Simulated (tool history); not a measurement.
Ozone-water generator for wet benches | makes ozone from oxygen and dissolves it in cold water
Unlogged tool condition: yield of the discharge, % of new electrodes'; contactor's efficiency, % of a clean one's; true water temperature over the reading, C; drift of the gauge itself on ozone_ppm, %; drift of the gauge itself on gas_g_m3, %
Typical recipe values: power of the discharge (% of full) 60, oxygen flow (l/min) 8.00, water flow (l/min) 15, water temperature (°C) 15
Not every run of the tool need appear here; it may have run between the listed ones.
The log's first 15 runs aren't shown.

run,hour,power of the discharge (% of full),oxygen flow (l/min),water flow (l/min),water temperature (°C),hours of work since the electrodes were changed,hours of work since the contactor was cleaned,hours of work since the thermometer was calibrated,dissolved ozone (ppm),ozone in the gas ahead of the water (g/m3)
# hour 441.4: contactor cleaned
16,456.5,60,8.00,15,15,1232,11,1489,41.9,234.7
17,497.0,60,8.00,15,15,1262,41,1519,41.9,234.0
18,527.4,40,10.96,14,15,1284,64,1541,30.8,148.1
19,551.6,40,10.96,14,15,1302,82,1559,30.4,147.1
20,568.9,74,10.96,23,15,1315,95,1572,40.0,242.1
21,606.5,80,10.96,10,15,1343,123,1600,60.9,259.0
22,638.4,80,10.96,10,15,1367,146,1624,61.5,258.8
23,670.1,80,10.96,10,15,1390,170,1647,61.0,258.0
24,689.5,60,8.83,15,9,1405,184,1662,46.8,221.7
25,713.3,76,4.31,15,10,1422,202,1679,51.9,358.7
26,740.4,76,4.31,15,10,1443,222,1699,52.1,357.9
27,779.0,76,4.31,15,10,1471,251,1728,52.1,360.3
28,817.4,76,4.31,15,10,1500,279,1757,52.0,363.7
29,846.0,47,12.52,16,8,1521,300,1778,38.3,160.8
30,877.7,85,4.27,18,18,1545,324,1801,45.0,393.3
31,912.8,85,4.27,18,11,1571,350,1827,49.0,394.8
32,939.0,44,9.28,19,13,1590,369,1847,30.0,171.6
33,962.8,44,6.99,19,13,1608,387,1865,29.4,189.6

Below are 3 alternative next runs, each starting from the tool's condition after run 33. Predict each:
A,987.7,52,6.99,19,13,1626,406,1883,?,?
B,987.7,60,9.18,15,15,1626,406,1883,?,?
C,987.7,44,6.99,19,12,1626,406,1883,?,?

run,dissolved ozone (ppm),ozone in the gas ahead of the water (g/m3)
A,33.6,219.0
B,41.4,220.4
C,29.7,192.3
Without the tool's unlogged condition, the same runs would have read:
run,dissolved ozone (ppm),ozone in the gas ahead of the water (g/m3)
A,34.5,224.2
B,42.7,226.5
C,30.4,196.0

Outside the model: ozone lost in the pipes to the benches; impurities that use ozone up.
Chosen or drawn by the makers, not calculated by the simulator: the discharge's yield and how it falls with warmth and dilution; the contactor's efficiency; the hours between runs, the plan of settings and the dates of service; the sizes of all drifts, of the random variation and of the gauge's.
